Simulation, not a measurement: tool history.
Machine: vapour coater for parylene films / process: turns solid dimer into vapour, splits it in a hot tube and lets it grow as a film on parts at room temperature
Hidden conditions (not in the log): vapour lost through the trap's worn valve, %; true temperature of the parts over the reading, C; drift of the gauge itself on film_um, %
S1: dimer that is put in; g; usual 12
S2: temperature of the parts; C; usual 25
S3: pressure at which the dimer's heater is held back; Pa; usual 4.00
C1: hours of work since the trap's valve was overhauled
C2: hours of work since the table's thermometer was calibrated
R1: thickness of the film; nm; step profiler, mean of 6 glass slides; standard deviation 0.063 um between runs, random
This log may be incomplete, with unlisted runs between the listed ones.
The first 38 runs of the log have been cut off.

Run 39, hour 709.3: usual settings but S1 7 g, S2 18 C, S3 5.37 Pa; C1 331; C2 993. Result: R1 5500 nm.
Run 40, hour 735.5: usual settings but S3 4.05 Pa; C1 354; C2 1016. Result: R1 7390 nm.
Run 41, hour 752.5: usual settings but S3 4.05 Pa; C1 368; C2 1030. Result: R1 7440 nm.
Run 42, hour 771.9: usual settings but S1 10 g, S3 5.47 Pa; C1 385; C2 1047. Result: R1 5820 nm.
Run 43, hour 794.7: usual settings but S1 6 g, S3 5.47 Pa; C1 405; C2 1067. Result: R1 3540 nm.
Run 44, hour 807.6: usual settings but S1 18 g, S3 5.47 Pa; C1 416; C2 1078. Result: R1 10540 nm.
Run 45, hour 828.9: usual settings but S2 19 C, S3 6.33 Pa; C1 434; C2 1096. Result: R1 8750 nm.
Run 46, hour 851.2: usual settings but S2 19 C, S3 6.33 Pa; C1 453; C2 1115. Result: R1 8690 nm.
Run 47, hour 876.8: usual settings but S2 19 C, S3 6.33 Pa; C1 475; C2 1137. Result: R1 8700 nm.

Alternative continuations, all from the tool just after run 47; predict every row:
Run A, hour 894.2: usual settings but S2 19 C; C1 490; C2 1152. Result: R1 ?.
Run B, hour 894.2: usual settings but S1 9 g, S3 7.27 Pa; C1 490; C2 1152. Result: R1 ?.
Run C, hour 894.2: usual settings but S1 11 g, S2 17 C; C1 490; C2 1152. Result: R1 ?.

run    R1
  A  9340
  B  4990
  C  9390
What these runs would have given with no unlogged condition in the tool:
run    R1
  A  9370
  B  5000
  C  9420
